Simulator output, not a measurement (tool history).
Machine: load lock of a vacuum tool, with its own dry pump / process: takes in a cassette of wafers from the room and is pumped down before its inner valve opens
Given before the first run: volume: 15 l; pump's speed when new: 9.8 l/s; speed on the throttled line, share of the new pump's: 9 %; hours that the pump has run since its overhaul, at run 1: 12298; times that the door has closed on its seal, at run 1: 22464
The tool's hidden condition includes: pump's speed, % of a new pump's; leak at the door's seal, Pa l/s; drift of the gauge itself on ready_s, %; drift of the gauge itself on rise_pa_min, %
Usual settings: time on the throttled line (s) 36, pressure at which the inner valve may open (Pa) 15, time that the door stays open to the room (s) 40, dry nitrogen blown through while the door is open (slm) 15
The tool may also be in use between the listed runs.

run,hour,time on the throttled line (s),pressure at which the inner valve may open (Pa),time that the door stays open to the room (s),dry nitrogen blown through while the door is open (slm),hours that the pump has run since its overhaul,times that the door has closed on its seal,"incoming humidity of the room's air, %",time from the closed door until the inner valve may open (s),rise of the pressure with all valves shut (Pa/min)
1,0,36,15,40,15,12298,22464,40.9,47.7,0.172
2,279.7,36,15,40,15,12578,22843,43,47.7,0.177
3,595.8,36,15,40,15,12894,23271,44.8,47.6,0.187
4,758.3,36,15,40,15,13056,23491,43.6,47.7,0.182
5,1054,32,15,40,15,13352,23891,45.3,44.2,0.189
6,1202.8,32,15,40,15,13501,24093,43.5,44.4,0.19
7,1372.5,32,15,40,15,13670,24323,48.1,44.2,0.192
8,1708.2,32,15,40,15,14006,24777,44,44.4,0.201
9,1927.8,32,15,211,15,14226,25075,47.1,44.6,0.328
10,2188.5,32,15,211,15,14486,25428,48.2,44.3,0.331
11,2361.1,36,15,64,15,14659,25661,44.8,48.3,0.23
12,2695.9,36,15,64,15,14994,26115,47.6,47.9,0.235
13,2960.5,36,15,64,15,15258,26473,45.6,48,0.231
14,3301.1,36,15,132,15,15599,26934,44.8,48.2,0.28
15,3616.2,36,15,132,15,15914,27361,46.4,48.1,0.294
16,3954.9,18,10,132,15,16253,27820,45,33,0.288
17,4277.7,53,29,75,6,16576,28257,44.2,62.3,0.277
18,4555.3,53,29,75,6,16853,28633,42.9,62.1,0.268
# hour 4738.6: dry pump taken out, an overhauled one fitted
19,4753.5,53,29,75,6,15,28893,48,60.6,0.283
20,5027.3,40,28,75,9,289,29264,42.5,49.3,0.275
21,5291.8,40,26,75,27,553,29622,46.3,49,0.255
22,5605.6,43,15,40,11,867,30047,41.1,52.9,0.244
23,5899.7,43,15,40,11,1161,30445,45.1,52.7,0.249
24,6168.5,43,14,40,11,1430,30809,39.9,52.8,0.246

4 options for the next run, each taken on its own from the tool as it stands now. Forecast them:
A,6467.2,19,14,49,32,1729,31213,44.2,?,?
B,6467.2,43,26,58,8,1729,31213,44,?,?
C,6467.2,36,15,44,5,1729,31213,46.9,?,?
D,6467.2,36,26,40,15,1729,31213,45.1,?,?

run,time from the closed door until the inner valve may open (s),rise of the pressure with all valves shut (Pa/min)
A,31.2,0.249
B,52,0.278
C,46.6,0.273
D,45.7,0.258
Without the tool's unlogged condition, the same runs would have read:
run,time from the closed door until the inner valve may open (s),rise of the pressure with all valves shut (Pa/min)
A,31.1,0.048
B,51.9,0.078
C,46.5,0.073
D,45.6,0.056
